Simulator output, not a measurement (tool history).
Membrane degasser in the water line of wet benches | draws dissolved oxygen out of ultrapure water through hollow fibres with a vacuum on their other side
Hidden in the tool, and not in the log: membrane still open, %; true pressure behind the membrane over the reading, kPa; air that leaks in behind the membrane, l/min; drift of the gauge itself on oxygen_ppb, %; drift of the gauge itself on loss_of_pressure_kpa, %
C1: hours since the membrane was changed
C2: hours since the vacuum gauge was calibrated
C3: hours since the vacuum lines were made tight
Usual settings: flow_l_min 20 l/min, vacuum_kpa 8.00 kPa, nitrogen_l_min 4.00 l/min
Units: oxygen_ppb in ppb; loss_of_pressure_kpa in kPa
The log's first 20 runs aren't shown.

run 21 hour=1670.2 | flow_l_min=19 vacuum_kpa=8.00 nitrogen_l_min=4.87 | C1=1945 C2=2423 C3=2914 | oxygen_ppb=75.8 loss_of_pressure_kpa=24.52
run 22 hour=1727.7 | flow_l_min=29 vacuum_kpa=16.03 nitrogen_l_min=10.40 | C1=2002 C2=2481 C3=2972 | oxygen_ppb=253.7 loss_of_pressure_kpa=37.85
run 23 hour=1794.5 | flow_l_min=29 vacuum_kpa=16.03 nitrogen_l_min=10.40 | C1=2069 C2=2548 C3=3039 | oxygen_ppb=257.9 loss_of_pressure_kpa=37.97
run 24 hour=1843.2 | flow_l_min=22 vacuum_kpa=7.32 nitrogen_l_min=9.45 | C1=2118 C2=2596 C3=3087 | oxygen_ppb=81.5 loss_of_pressure_kpa=28.61
run 25 hour=1934.8 | flow_l_min=22 vacuum_kpa=7.32 nitrogen_l_min=9.45 | C1=2210 C2=2688 C3=3179 | oxygen_ppb=81.3 loss_of_pressure_kpa=28.54
run 26 hour=2053.6 | flow_l_min=18 vacuum_kpa=5.96 nitrogen_l_min=8.71 | C1=2328 C2=2807 C3=3298 | oxygen_ppb=36.3 loss_of_pressure_kpa=23.54
run 27 hour=2149.9 | flow_l_min=13 vacuum_kpa=6.78 nitrogen_l_min=4.00 | C1=2425 C2=2903 C3=3394 | oxygen_ppb=33.1 loss_of_pressure_kpa=16.99
run 28 hour=2217.6 | flow_l_min=13 vacuum_kpa=6.78 nitrogen_l_min=4.00 | C1=2492 C2=2971 C3=3462 | oxygen_ppb=33.0 loss_of_pressure_kpa=17.14
run 29 hour=2290.4 | flow_l_min=13 vacuum_kpa=6.78 nitrogen_l_min=4.00 | C1=2565 C2=3044 C3=3535 | oxygen_ppb=33.6 loss_of_pressure_kpa=17.18
run 30 hour=2394.0 | flow_l_min=21 vacuum_kpa=6.14 nitrogen_l_min=3.87 | C1=2669 C2=3147 C3=3638 | oxygen_ppb=85.7 loss_of_pressure_kpa=27.71
run 31 hour=2466.4 | flow_l_min=20 vacuum_kpa=4.80 nitrogen_l_min=4.00 | C1=2741 C2=3220 C3=3710 | oxygen_ppb=58.3 loss_of_pressure_kpa=26.21
run 32 hour=2566.3 | flow_l_min=26 vacuum_kpa=7.34 nitrogen_l_min=6.70 | C1=2841 C2=3319 C3=3810 | oxygen_ppb=155.2 loss_of_pressure_kpa=34.08

Forecast each of these 4 alternatives for the next run:
run A hour=2640.4 | flow_l_min=28 vacuum_kpa=9.72 nitrogen_l_min=6.70 | C1=2915 C2=3394 C3=3884 | oxygen_ppb=? loss_of_pressure_kpa=?
run B hour=2640.4 | flow_l_min=15 vacuum_kpa=7.68 nitrogen_l_min=10.38 | C1=2915 C2=3394 C3=3884 | oxygen_ppb=? loss_of_pressure_kpa=?
run C hour=2640.4 | flow_l_min=15 vacuum_kpa=5.95 nitrogen_l_min=6.70 | C1=2915 C2=3394 C3=3884 | oxygen_ppb=? loss_of_pressure_kpa=?
run D hour=2640.4 | flow_l_min=27 vacuum_kpa=13.46 nitrogen_l_min=11.81 | C1=2915 C2=3394 C3=3884 | oxygen_ppb=? loss_of_pressure_kpa=?

run=A oxygen_ppb=221.6 loss_of_pressure_kpa=36.86
run=B oxygen_ppb=24.5 loss_of_pressure_kpa=19.74
run=C oxygen_ppb=24.0 loss_of_pressure_kpa=19.74
run=D oxygen_ppb=189.9 loss_of_pressure_kpa=35.60
Without the tool's hidden state the same runs would have given:
run=A oxygen_ppb=214.0 loss_of_pressure_kpa=36.52
run=B oxygen_ppb=23.2 loss_of_pressure_kpa=19.55
run=C oxygen_ppb=22.5 loss_of_pressure_kpa=19.56
run=D oxygen_ppb=183.7 loss_of_pressure_kpa=35.27

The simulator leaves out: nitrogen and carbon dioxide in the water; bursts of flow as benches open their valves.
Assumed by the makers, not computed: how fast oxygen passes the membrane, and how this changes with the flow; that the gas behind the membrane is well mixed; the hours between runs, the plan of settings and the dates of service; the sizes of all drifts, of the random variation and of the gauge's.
